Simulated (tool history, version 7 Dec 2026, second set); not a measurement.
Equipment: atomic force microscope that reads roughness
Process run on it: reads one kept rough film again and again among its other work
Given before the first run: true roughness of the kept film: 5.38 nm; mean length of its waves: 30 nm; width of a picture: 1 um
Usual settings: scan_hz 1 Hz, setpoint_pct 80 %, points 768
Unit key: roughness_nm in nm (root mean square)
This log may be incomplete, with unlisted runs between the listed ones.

{"run": 1, "hour": 0.0, "scan_hz": 1, "setpoint_pct": 80, "points": 768, "roughness_nm": 4.139}
{"run": 2, "hour": 20.3, "scan_hz": 1, "setpoint_pct": 80, "points": 768, "roughness_nm": 3.96}
{"run": 3, "hour": 51.6, "scan_hz": 1, "setpoint_pct": 80, "points": 768, "roughness_nm": 3.727}
{"run": 4, "hour": 81.8, "scan_hz": 1, "setpoint_pct": 80, "points": 768, "roughness_nm": 3.521}
{"run": 5, "hour": 95.8, "scan_hz": 1, "setpoint_pct": 80, "points": 768, "roughness_nm": 3.419}
{"run": 6, "hour": 112.0, "scan_hz": 1.82, "setpoint_pct": 69, "points": 522, "roughness_nm": 3.363}
{"run": 7, "hour": 136.0, "scan_hz": 1, "setpoint_pct": 84, "points": 768, "roughness_nm": 3.156}
{"run": 8, "hour": 148.9, "scan_hz": 1, "setpoint_pct": 84, "points": 768, "roughness_nm": 3.065}
{"hour": 160.3, "done": "new tip fitted"}
{"run": 9, "hour": 171.0, "scan_hz": 3.68, "setpoint_pct": 55, "points": 768, "roughness_nm": 4.164}
{"run": 10, "hour": 200.7, "scan_hz": 0.56, "setpoint_pct": 59, "points": 334, "roughness_nm": 4.134}

Each row is a separate what-if for the run after 10, all from the same tool condition, not one after another. Results?
{"run": "A", "hour": 222.2, "scan_hz": 1, "setpoint_pct": 60, "points": 768, "roughness_nm": "?"}
{"run": "B", "hour": 222.2, "scan_hz": 2.54, "setpoint_pct": 74, "points": 531, "roughness_nm": "?"}
{"run": "C", "hour": 222.2, "scan_hz": 1.19, "setpoint_pct": 62, "points": 334, "roughness_nm": "?"}

run=A roughness_nm=3.936
run=B roughness_nm=3.412
run=C roughness_nm=3.904
The same runs, with their run-to-run variation unchanged, on a tool lacking any hidden condition would have given:
run=A roughness_nm=4.45
run=B roughness_nm=3.857
run=C roughness_nm=4.414

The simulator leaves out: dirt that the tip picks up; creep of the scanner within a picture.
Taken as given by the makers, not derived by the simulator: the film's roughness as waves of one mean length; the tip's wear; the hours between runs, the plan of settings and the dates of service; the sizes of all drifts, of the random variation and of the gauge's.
